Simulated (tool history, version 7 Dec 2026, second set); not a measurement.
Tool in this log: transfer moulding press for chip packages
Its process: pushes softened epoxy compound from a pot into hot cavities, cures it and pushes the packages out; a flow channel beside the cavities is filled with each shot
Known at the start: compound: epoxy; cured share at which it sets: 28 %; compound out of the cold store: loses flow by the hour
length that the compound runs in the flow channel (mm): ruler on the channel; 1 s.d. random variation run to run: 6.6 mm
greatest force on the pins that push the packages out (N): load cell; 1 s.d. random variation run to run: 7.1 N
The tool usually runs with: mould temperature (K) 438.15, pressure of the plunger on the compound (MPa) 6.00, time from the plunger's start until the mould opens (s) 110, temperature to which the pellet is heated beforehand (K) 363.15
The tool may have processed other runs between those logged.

| run | hour | mould temperature (K) | pressure of the plunger on the compound (MPa) | time from the plunger's start until the mould opens (s) | temperature to which the pellet is heated beforehand (K) | incoming compound's hours out of the cold store | length that the compound runs in the flow channel (mm) | greatest force on the pins that push the packages out (N) |
|---|---|---|---|---|---|---|---|---|
| 1 | 0.0 | 438.15 | 6.00 | 110 | 363.15 | 19.5 | 850 | 314 |
| 2 | 20.2 | 438.15 | 6.00 | 110 | 363.15 | 27.0 | 800 | 351 |
| 3 | 31.2 | 438.15 | 6.00 | 110 | 363.15 | 44.9 | 721 | 393 |
| 4 | 51.8 | 438.15 | 6.00 | 110 | 363.15 | 29.0 | 802 | 417 |
| 5 | 69.1 | 438.15 | 6.00 | 110 | 363.15 | 9.8 | 901 | 459 |
|  | 75.3 | cavities cleaned with cleaning compound and waxed |
| 6 | 90.7 | 438.15 | 6.00 | 110 | 363.15 | 19.7 | 830 | 339 |
| 7 | 113.1 | 438.15 | 6.00 | 110 | 363.15 | 35.2 | 756 | 376 |
| 8 | 122.5 | 438.15 | 6.00 | 110 | 363.15 | 21.7 | 829 | 401 |
| 9 | 137.0 | 438.15 | 6.00 | 98 | 363.15 | 24.6 | 814 | 490 |
| 10 | 150.5 | 433.15 | 6.00 | 110 | 363.15 | 31.8 | 793 | 548 |
|  | 157.9 | cavities cleaned with cleaning compound and waxed |
| 11 | 172.2 | 433.15 | 6.00 | 110 | 363.15 | 45.8 | 720 | 371 |
| 12 | 194.5 | 433.15 | 6.00 | 110 | 363.15 | 32.9 | 784 | 468 |
| 13 | 213.6 | 433.15 | 6.00 | 110 | 363.15 | 14.7 | 877 | 518 |
| 14 | 234.2 | 433.15 | 6.00 | 110 | 363.15 | 37.8 | 755 | 545 |
|  | 238.0 | mould's thermocouples calibrated |
|  | 241.1 | cavities cleaned with cleaning compound and waxed |
| 15 | 258.0 | 433.15 | 6.00 | 110 | 363.15 | 19.2 | 850 | 419 |
| 16 | 268.4 | 432.15 | 6.00 | 110 | 363.15 | 14.3 | 888 | 494 |
|  | 281.3 | mould's thermocouples calibrated, once more |
| 17 | 285.6 | 436.15 | 6.00 | 101 | 363.15 | 46.1 | 707 | 447 |
| 18 | 306.5 | 436.15 | 6.00 | 101 | 363.15 | 11.0 | 864 | 528 |
| 19 | 318.4 | 436.15 | 4.88 | 95 | 366.15 | 31.2 | 705 | 595 |
|  | 324.6 | cavities cleaned with cleaning compound and waxed |
| 20 | 337.2 | 444.15 | 6.38 | 104 | 372.15 | 24.5 | 793 | 317 |
| 21 | 351.2 | 435.15 | 5.02 | 150 | 366.15 | 25.4 | 742 | 340 |
| 22 | 362.2 | 434.15 | 5.96 | 92 | 360.15 | 44.5 | 707 | 596 |
| 23 | 379.3 | 446.15 | 6.00 | 110 | 358.15 | 35.2 | 714 | 373 |
| 24 | 396.4 | 446.15 | 6.00 | 110 | 358.15 | 25.3 | 745 | 406 |
|  | 405.7 | cavities cleaned with cleaning compound and waxed |
| 25 | 408.9 | 444.15 | 6.00 | 110 | 363.15 | 39.6 | 691 | 284 |
| 26 | 425.5 | 432.15 | 6.00 | 141 | 373.15 | 11.4 | 879 | 354 |
| 27 | 437.5 | 432.15 | 6.00 | 141 | 373.15 | 15.6 | 853 | 366 |
| 28 | 450.3 | 438.15 | 6.00 | 143 | 360.15 | 32.6 | 742 | 358 |
| 29 | 465.2 | 438.15 | 6.00 | 143 | 360.15 | 14.4 | 823 | 374 |

Some steps in length that the compound runs in the flow channel (mm), run to run, broken into two amounts with sign: the step expected even without the hidden condition (settings, incoming material, random variation), and the rest, left for the hidden condition together with whatever gauge scatter is not in both the measured and the hidden-condition-free result:
The tool's hidden condition here consists of: true mould temperature over the reading, C; pressure that reaches the compound, % of what is set; grip of the stained cavities, % over clean ones'; drift of the gauge itself on flow_mm, %; drift of the gauge itself on push_out_n, %.
Run 16 -> 17: mould temperature (K) 432.15 -> 436.15, time from the plunger's start until the mould opens (s) 110 -> 101, mould's thermocouples calibrated, once more. length that the compound runs in the flow channel (mm) -181: hidden state +10, all else -191.
Run 17 -> 18: settings left as they were, no log entry in between. length that the compound runs in the flow channel (mm) +157: hidden state -11, all else +168.
Run 25 -> 26: mould temperature (K) 444.15 -> 432.15, time from the plunger's start until the mould opens (s) 110 -> 141, temperature to which the pellet is heated beforehand (K) 363.15 -> 373.15. length that the compound runs in the flow channel (mm) +188: hidden state -15, all else +203.

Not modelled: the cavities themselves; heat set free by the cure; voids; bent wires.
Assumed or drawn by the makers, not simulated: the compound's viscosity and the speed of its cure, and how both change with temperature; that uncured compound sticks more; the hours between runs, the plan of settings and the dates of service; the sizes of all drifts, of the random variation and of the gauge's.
